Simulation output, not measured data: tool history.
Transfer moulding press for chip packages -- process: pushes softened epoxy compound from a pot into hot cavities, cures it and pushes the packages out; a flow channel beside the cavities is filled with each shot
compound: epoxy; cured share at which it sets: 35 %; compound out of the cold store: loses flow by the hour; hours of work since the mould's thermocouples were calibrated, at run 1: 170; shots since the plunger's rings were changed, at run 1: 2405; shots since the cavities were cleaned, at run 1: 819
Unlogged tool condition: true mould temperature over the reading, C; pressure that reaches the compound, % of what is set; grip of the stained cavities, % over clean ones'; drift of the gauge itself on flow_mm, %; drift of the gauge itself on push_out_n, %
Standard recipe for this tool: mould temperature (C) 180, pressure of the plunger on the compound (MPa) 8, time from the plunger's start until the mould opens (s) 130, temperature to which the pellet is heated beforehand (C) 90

run,hour,mould temperature (C),pressure of the plunger on the compound (MPa),time from the plunger's start until the mould opens (s),temperature to which the pellet is heated beforehand (C),hours of work since the mould's thermocouples were calibrated,shots since the plunger's rings were changed,shots since the cavities were cleaned,incoming compound's hours out of the cold store,length that the compound runs in the flow channel (mm),greatest force on the pins that push the packages out (N)
1,0,180,8,130,90,170,2405,819,18.8,636,763
2,20.8,180,8,130,90,181,2587,1001,26.7,605,789
# hour 30.4: cavities cleaned with cleaning compound and waxed
3,62.3,180,8,130,90,204,2937,279,9.2,666,644
4,86.9,180,8,130,90,218,3154,496,28.1,599,697
5,104.3,180,8,130,90,228,3306,648,9.3,664,795
6,137.8,180,8,130,90,247,3599,941,42.2,545,774
# hour 153.6: cavities cleaned with cleaning compound and waxed
7,163.3,180,8,130,90,261,3810,85,10.5,655,515
8,196.7,183,8,130,90,280,4102,377,37.1,551,598
# hour 214.6: plunger's sealing rings changed
9,215.8,178,8,130,90,289,11,523,36.7,600,810
10,252.3,178,8,130,90,310,331,843,37.8,588,832
# hour 280.2: cavities cleaned with cleaning compound and waxed
11,286.1,178,8,130,90,329,614,52,39.4,586,492
12,313.3,178,8,130,90,344,853,291,34.7,596,696
13,344,180,8,145,90,362,1121,559,13.9,670,702
14,363.1,180,9.87,145,90,372,1289,727,21.1,708,702
15,390.2,184,7.36,112,94,388,1526,964,21.6,593,811
# hour 405: cavities cleaned with cleaning compound and waxed
16,418.9,180,8.41,131,90,403,1765,122,20.1,654,542
17,448.7,181,8.41,131,81,420,2026,383,39.6,580,647
18,488.6,181,8.41,131,81,443,2376,733,24,632,748
19,511.8,180,9.96,169,90,456,2579,936,37.9,641,678
# hour 528.8: cavities cleaned with cleaning compound and waxed
20,533.8,180,9.96,169,90,468,2758,43,47.1,607,396
21,567.9,180,9.96,169,90,487,3057,342,45.3,608,552
22,603.6,180,6.96,169,90,508,3370,655,22.4,582,667
23,632.8,180,6.96,169,90,524,3626,911,18.5,590,692
# hour 651.7: cavities cleaned with cleaning compound and waxed
24,659.2,180,8,130,100,538,3845,66,43,549,459
25,688.2,180,8,129,90,555,4099,320,32.6,581,653
# hour 707.5: plunger's sealing rings changed
26,708.7,180,8.72,130,92,565,10,478,41.3,603,697
27,745.4,180,7.16,143,90,586,331,799,15.7,627,752
28,769,180,7.16,143,90,600,538,1006,29.2,582,762

Alternative continuations, all from the tool just after run 28; predict every row:
# hour 777.4: cavities cleaned with cleaning compound and waxed
A,803.5,174,7.16,143,90,618,827,228,16.8,?,?
# hour 777.4: cavities cleaned with cleaning compound and waxed
B,803.5,175,8,135,98,618,827,228,14.5,?,?
# hour 777.4: cavities cleaned with cleaning compound and waxed
C,803.5,179,7.16,140,80,618,827,228,15.2,?,?
# hour 777.4: cavities cleaned with cleaning compound and waxed
D,803.5,175,8.92,162,90,618,827,228,34.7,?,?

run,length that the compound runs in the flow channel (mm),greatest force on the pins that push the packages out (N)
A,652,807
B,690,824
C,635,617
D,643,616
Stripped of hidden state, with their random variation kept, the same runs would have yielded:
run,length that the compound runs in the flow channel (mm),greatest force on the pins that push the packages out (N)
A,652,519
B,691,529
C,635,412
D,643,414
